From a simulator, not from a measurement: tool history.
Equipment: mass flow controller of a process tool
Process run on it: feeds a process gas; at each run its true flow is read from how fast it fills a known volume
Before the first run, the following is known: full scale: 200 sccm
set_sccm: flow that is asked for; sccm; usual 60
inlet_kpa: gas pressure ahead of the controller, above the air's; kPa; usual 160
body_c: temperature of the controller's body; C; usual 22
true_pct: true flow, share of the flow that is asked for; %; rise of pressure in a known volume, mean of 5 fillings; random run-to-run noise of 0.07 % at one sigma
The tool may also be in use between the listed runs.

run	day	set_sccm	inlet_kpa	body_c	true_pct
1	0.000	60	160	22	102.53
2	6.875	60	144	22	102.59
3	13.483	60	144	22	102.73
4	20.171	69	160	22	102.74
5	25.042	27	160	22	105.61
6	29.854	27	243	22	105.63
7	35.038	27	243	22	105.58
8	41.575	123	160	22	102.74
9	49.812	60	160	22	103.40
10	58.412	60	206	22	103.31
11	63.675	60	206	22	103.47
12	72.646	60	206	22	103.37
13	77.329	60	206	22	103.55
14	84.550	60	206	22	103.73
15	91.850	60	180	22	103.61
16	97.746	60	160	22	103.95
17	105.196	60	160	26	103.57
18	111.996	60	160	26	103.60
19	117.617	60	236	22	103.94
20	122.542	60	236	22	104.01
21	127.092	20	160	22	110.64
22	135.483	29	160	27	100.24
23	140.562	94	248	20	101.55
24	145.925	94	248	22	101.37
25	150.054	145	279	22	102.00
26	154.750	145	279	22	102.11
27	161.992	145	279	22	102.14
28	169.292	102	270	32	100.68
29	176.050	102	270	32	100.68
30	181.662	48	258	32	100.28
31	190.254	52	243	20	101.82
32	196.117	193	159	28	102.74
33	201.058	60	196	22	101.79
34	206.246	60	196	22	101.81
35	213.175	25	162	22	102.68
36	217.267	25	162	25	102.36
37	224.508	109	160	25	102.24
38	230.646	21	246	27	102.56
39	235.154	21	246	27	102.89

Not shown: 1 entry that the log had between the listed runs. Between which runs, and how does the tool's hidden state differ before and after?
From run 21 to run 22: controller's zero set anew (day 132.775)
  flow at rest that the sensor doesn't see, % of full scale: 1.037 -> 0.028; true flow over the shown one, %: 2.49 -> 2.54
  the result without the hidden state subtracted from the measured one, true_pct: +12.86 -> +2.73 %
